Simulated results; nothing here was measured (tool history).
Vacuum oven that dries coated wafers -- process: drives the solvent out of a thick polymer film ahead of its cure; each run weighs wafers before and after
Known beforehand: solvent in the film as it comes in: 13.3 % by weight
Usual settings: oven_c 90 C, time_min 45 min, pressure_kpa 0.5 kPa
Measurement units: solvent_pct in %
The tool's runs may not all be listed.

run	hour	oven_c	time_min	pressure_kpa	solvent_pct
1	0	90	45	0.5	2.55
2	16.1	90	45	0.5	2.53
3	44.6	90	45	0.5	2.59
4	65.8	90	45	0.5	2.51
5	80.1	90	45	0.5	2.59
6	105.4	90	45	0.5	2.58
7	132.2	90	66	0.5	1.49
8	146.4	90	27	0.5	4.43
9	160.5	90	45	0.949	2.96
10	177.9	90	45	1.43	3.38
11	196.9	88	45	1.43	3.76
12	208.9	86	29	0.438	4.97
13	228	86	64	1.867	3.64

Estimate the outcome of run 14 from the log above:
14	243.4	89	37	1.604	?

Logged for run 14: solvent_pct 4.27 %.
The same run, on a tool lacking any hidden state, would have yielded solvent_pct 3.75 %.
